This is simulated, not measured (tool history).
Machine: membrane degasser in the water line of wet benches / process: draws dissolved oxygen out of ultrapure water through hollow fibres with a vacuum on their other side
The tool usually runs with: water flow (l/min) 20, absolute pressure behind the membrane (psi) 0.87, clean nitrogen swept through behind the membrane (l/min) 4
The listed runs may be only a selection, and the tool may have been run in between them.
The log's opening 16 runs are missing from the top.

| run | hour | water flow (l/min) | absolute pressure behind the membrane (psi) | clean nitrogen swept through behind the membrane (l/min) | dissolved oxygen in the water behind the degasser (ppb) | pressure that the water loses in the fibres (psi) |
|---|---|---|---|---|---|---|
| 17 | 932.6 | 20 | 0.87 | 4 | 331.5 | 8.795 |
| 18 | 975.7 | 29 | 0.889 | 3.62 | 636.9 | 12.675 |
|  | 1001.1 | vacuum gauge calibrated, once more |
| 19 | 1044.9 | 18 | 1.839 | 8.08 | 292 | 7.871 |
| 20 | 1081.4 | 18 | 1.839 | 8.08 | 293.8 | 7.9 |
| 21 | 1169.6 | 17 | 0.804 | 8.08 | 227.7 | 7.449 |
| 22 | 1257.1 | 22 | 0.87 | 1.75 | 440 | 9.651 |
| 23 | 1305.6 | 22 | 0.87 | 1.75 | 433.6 | 9.609 |
| 24 | 1381.6 | 22 | 0.87 | 1.75 | 426.1 | 9.632 |
| 25 | 1461.9 | 20 | 0.628 | 4 | 320 | 8.74 |
| 26 | 1515.3 | 16 | 0.87 | 4.81 | 207.3 | 7.023 |
| 27 | 1603.6 | 30 | 0.87 | 4 | 659.4 | 13.178 |
| 28 | 1654.2 | 30 | 1.062 | 1.63 | 773 | 13.209 |
| 29 | 1696.4 | 24 | 0.846 | 1.68 | 513.2 | 10.581 |
| 30 | 1740.8 | 24 | 0.846 | 1.68 | 503.8 | 10.518 |
| 31 | 1799 | 24 | 0.846 | 3.73 | 471.7 | 10.531 |
| 32 | 1851.1 | 14 | 0.87 | 4 | 158.8 | 6.158 |
| 33 | 1892 | 18 | 0.564 | 4 | 248.4 | 7.867 |

Alternative continuations, all from the tool just after run 33; predict every row:
| A | 1968.2 | 20 | 0.87 | 3.61 | ? | ? |
| B | 1968.2 | 28 | 0.582 | 3.87 | ? | ? |
| C | 1968.2 | 18 | 1.53 | 4 | ? | ? |

| run | dissolved oxygen in the water behind the degasser (ppb) | pressure that the water loses in the fibres (psi) |
|---|---|---|
| A | 337.1 | 8.765 |
| B | 568 | 12.328 |
| C | 316.3 | 7.931 |
Stripped of hidden state, with their random variation kept, the same runs would have yielded:
| run | dissolved oxygen in the water behind the degasser (ppb) | pressure that the water loses in the fibres (psi) |
|---|---|---|
| A | 321.2 | 8.624 |
| B | 544.3 | 12.13 |
| C | 302.4 | 7.802 |
